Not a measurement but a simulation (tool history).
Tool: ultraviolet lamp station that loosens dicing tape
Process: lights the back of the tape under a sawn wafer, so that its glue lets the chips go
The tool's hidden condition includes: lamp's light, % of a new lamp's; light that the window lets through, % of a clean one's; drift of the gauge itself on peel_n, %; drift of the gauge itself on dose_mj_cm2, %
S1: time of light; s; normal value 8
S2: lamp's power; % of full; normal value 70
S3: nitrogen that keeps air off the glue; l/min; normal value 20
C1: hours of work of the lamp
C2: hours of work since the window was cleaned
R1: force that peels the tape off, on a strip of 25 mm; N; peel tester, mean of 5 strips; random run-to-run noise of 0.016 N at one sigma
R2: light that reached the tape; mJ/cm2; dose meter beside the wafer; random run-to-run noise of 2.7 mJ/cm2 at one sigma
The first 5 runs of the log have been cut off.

Run 6, hour 68.4: usual settings but S2 64 % of full; C1 73; C2 168. Result: R1 0.908 N, R2 316 mJ/cm2.
Run 7, hour 84.8: usual settings but S2 64 % of full; C1 82; C2 177. Result: R1 0.896 N, R2 322 mJ/cm2.
Run 8, hour 94: usual settings but S2 64 % of full; C1 87; C2 182. Result: R1 0.914 N, R2 318 mJ/cm2.
Run 9, hour 106.5: usual settings but S3 17 l/min; C1 94; C2 189. Result: R1 0.856 N, R2 349 mJ/cm2.
Run 10, hour 114.6: usual settings but S2 82 % of full; C1 98; C2 193. Result: R1 0.588 N, R2 406 mJ/cm2.
Run 11, hour 128.6: usual settings but S2 82 % of full, S3 34 l/min; C1 106; C2 201. Result: R1 0.428 N, R2 413 mJ/cm2.
Run 12, hour 137.1: usual settings but S2 82 % of full, S3 22 l/min; C1 111; C2 206. Result: R1 0.545 N, R2 410 mJ/cm2.
Run 13, hour 154.8: usual settings but S2 82 % of full, S3 22 l/min; C1 121; C2 216. Result: R1 0.549 N, R2 406 mJ/cm2.
Run 14, hour 167.1: usual settings; C1 128; C2 223. Result: R1 0.766 N, R2 355 mJ/cm2.
Run 15, hour 182.9: usual settings; C1 136; C2 231. Result: R1 0.747 N, R2 348 mJ/cm2.
Run 16, hour 200.6: usual settings; C1 146; C2 241. Result: R1 0.763 N, R2 350 mJ/cm2.
Run 17, hour 212.9: usual settings; C1 153; C2 248. Result: R1 0.791 N, R2 351 mJ/cm2.
Run 18, hour 228.6: usual settings; C1 162; C2 257. Result: R1 0.781 N, R2 348 mJ/cm2.
Run 19, hour 238.6: usual settings; C1 167; C2 262. Result: R1 0.77 N, R2 352 mJ/cm2.
Run 20, hour 255.6: usual settings; C1 177; C2 272. Result: R1 0.788 N, R2 350 mJ/cm2.
Run 21, hour 267: usual settings; C1 183; C2 278. Result: R1 0.755 N, R2 349 mJ/cm2.
Run 22, hour 280.4: usual settings; C1 191; C2 286. Result: R1 0.776 N, R2 350 mJ/cm2.
Run 23, hour 295: usual settings but S1 4 s, S2 67 % of full, S3 16 l/min; C1 199; C2 294. Result: R1 2.379 N, R2 168 mJ/cm2.
Run 24, hour 313.1: usual settings but S1 4 s, S2 67 % of full, S3 16 l/min; C1 209; C2 304. Result: R1 2.338 N, R2 172 mJ/cm2.
Run 25, hour 325.5: usual settings but S1 4 s, S2 67 % of full, S3 16 l/min; C1 216; C2 311. Result: R1 2.375 N, R2 166 mJ/cm2.
Run 26, hour 337.2: usual settings but S1 13 s, S2 73 % of full; C1 222; C2 317. Result: R1 0.313 N, R2 595 mJ/cm2.
Run 27, hour 353.2: usual settings but S1 13 s, S2 73 % of full; C1 231; C2 326. Result: R1 0.326 N, R2 587 mJ/cm2.
Run 28, hour 361.2: usual settings but S1 13 s, S2 73 % of full, S3 11 l/min; C1 235; C2 331. Result: R1 0.497 N, R2 599 mJ/cm2.
Run 29, hour 370.6: usual settings but S1 13 s, S2 73 % of full, S3 11 l/min; C1 241; C2 336. Result: R1 0.483 N, R2 600 mJ/cm2.

Run 30, settings as shown, results not yet in. Your forecast:
Run 30, hour 388.5: usual settings but S1 13 s, S2 64 % of full, S3 39 l/min; C1 251; C2 346. Result: R1 ?, R2 ?.

{"run 30": {"R1": 0.292, "R2": 524}}
On a tool with no hidden condition, and with the same random variation, this run would have come out at R1 0.292 N, R2 524 mJ/cm2.
